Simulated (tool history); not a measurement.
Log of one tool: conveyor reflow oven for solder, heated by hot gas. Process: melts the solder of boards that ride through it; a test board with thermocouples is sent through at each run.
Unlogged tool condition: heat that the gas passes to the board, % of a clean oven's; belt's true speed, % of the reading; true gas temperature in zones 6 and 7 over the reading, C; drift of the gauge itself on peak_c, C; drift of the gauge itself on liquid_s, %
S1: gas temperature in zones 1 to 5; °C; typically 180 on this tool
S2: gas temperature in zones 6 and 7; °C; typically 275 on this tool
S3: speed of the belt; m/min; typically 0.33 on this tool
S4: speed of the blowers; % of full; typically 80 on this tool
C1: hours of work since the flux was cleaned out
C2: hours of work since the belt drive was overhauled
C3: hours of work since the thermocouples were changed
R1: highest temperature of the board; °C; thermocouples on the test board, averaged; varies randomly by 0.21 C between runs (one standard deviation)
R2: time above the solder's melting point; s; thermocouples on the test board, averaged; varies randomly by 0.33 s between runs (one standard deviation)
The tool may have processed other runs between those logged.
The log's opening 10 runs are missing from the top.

Run 11, hour 227.3: usual settings but S1 166 °C; C1 206; C2 776; C3 367. Result: R1 264.7 °C, R2 92.3 s.
Run 12, hour 249.7: usual settings but S1 166 °C; C1 219; C2 789; C3 381. Result: R1 264.9 °C, R2 92.8 s.
Run 13, hour 268.7: usual settings but S1 183 °C; C1 231; C2 800; C3 392. Result: R1 266.2 °C, R2 101.7 s.
Run 14, hour 297.6: usual settings but S1 183 °C; C1 248; C2 817; C3 409. Result: R1 266 °C, R2 101.6 s.
Run 15, hour 311.2: usual settings but S1 183 °C; C1 256; C2 826; C3 417. Result: R1 266 °C, R2 100.9 s.
Run 16, hour 336.6: usual settings but S1 183 °C; C1 271; C2 841; C3 432. Result: R1 266.1 °C, R2 101.4 s.
Run 17, hour 360.7: usual settings but S1 190 °C, S2 267 °C; C1 285; C2 855; C3 446. Result: R1 258.6 °C, R2 100.3 s.
Run 18, hour 391.9: usual settings but S1 190 °C, S2 269 °C; C1 303; C2 873; C3 465. Result: R1 260.5 °C, R2 101.8 s.
Run 19, hour 413.4: usual settings but S1 185 °C; C1 316; C2 886; C3 477. Result: R1 266.5 °C, R2 102.6 s.
At hour 446.4: flux residue cleaned out of gas plates and filters.
Run 20, hour 448.1: usual settings but S1 185 °C; C1 1; C2 903; C3 495. Result: R1 266.7 °C, R2 103.1 s.
Run 21, hour 471.9: usual settings but S1 185 °C, S4 77 % of full; C1 15; C2 917; C3 509. Result: R1 266.2 °C, R2 102.4 s.
Run 22, hour 501.3: usual settings but S1 189 °C, S2 278 °C, S4 89 % of full; C1 32; C2 935; C3 526. Result: R1 270.8 °C, R2 106.9 s.
At hour 514.9: thermocouples of zones 6 and 7 changed.
Run 23, hour 522.9: usual settings but S2 270 °C, S3 0.275 m/min, S4 52 % of full; C1 44; C2 946; C3 5. Result: R1 262.2 °C, R2 117.9 s.
Run 24, hour 539.3: usual settings but S3 0.37 m/min; C1 54; C2 956; C3 14. Result: R1 265.2 °C, R2 88.5 s.
Run 25, hour 558.7: usual settings but S1 190 °C, S3 0.37 m/min, S4 87 % of full; C1 65; C2 968; C3 26. Result: R1 267.1 °C, R2 94.2 s.
Run 26, hour 590.4: usual settings but S1 190 °C, S3 0.37 m/min, S4 87 % of full; C1 84; C2 986; C3 45. Result: R1 267.2 °C, R2 93.8 s.
Run 27, hour 620.5: usual settings but S1 167 °C, S4 89 % of full; C1 102; C2 1004; C3 62. Result: R1 267.8 °C, R2 96.2 s.
Run 28, hour 646.6: usual settings but S2 288 °C, S4 54 % of full; C1 117; C2 1019; C3 78. Result: R1 274.9 °C, R2 105.5 s.
Run 29, hour 677.7: usual settings but S1 181 °C, S2 271 °C, S3 0.306 m/min, S4 64 % of full; C1 135; C2 1038; C3 96. Result: R1 262.8 °C, R2 106.7 s.
Run 30, hour 694.6: usual settings but S1 192 °C, S2 289 °C, S4 68 % of full; C1 145; C2 1048; C3 106. Result: R1 280 °C, R2 113.1 s.

Below are 3 alternative next runs, each starting from the tool's condition after run 30. Predict each:
Run A, hour 716.5: usual settings but S2 289 °C, S3 0.352 m/min; C1 158; C2 1061; C3 119. Result: R1 ?, R2 ?.
Run B, hour 716.5: usual settings but S1 167 °C, S2 265 °C, S4 68 % of full; C1 158; C2 1061; C3 119. Result: R1 ?, R2 ?.
Run C, hour 716.5: usual settings but S1 192 °C, S2 281 °C, S4 81 % of full; C1 158; C2 1061; C3 119. Result: R1 ?, R2 ?.

run     R1     R2
  A  278.7  100.5
  B  254.8     86
  C  274.2  110.2
Take away the tool's hidden state, keep each run's random variation, and the runs would have read:
run     R1     R2
  A  279.3   98.5
  B  255.3   84.6
  C  274.8  108.1

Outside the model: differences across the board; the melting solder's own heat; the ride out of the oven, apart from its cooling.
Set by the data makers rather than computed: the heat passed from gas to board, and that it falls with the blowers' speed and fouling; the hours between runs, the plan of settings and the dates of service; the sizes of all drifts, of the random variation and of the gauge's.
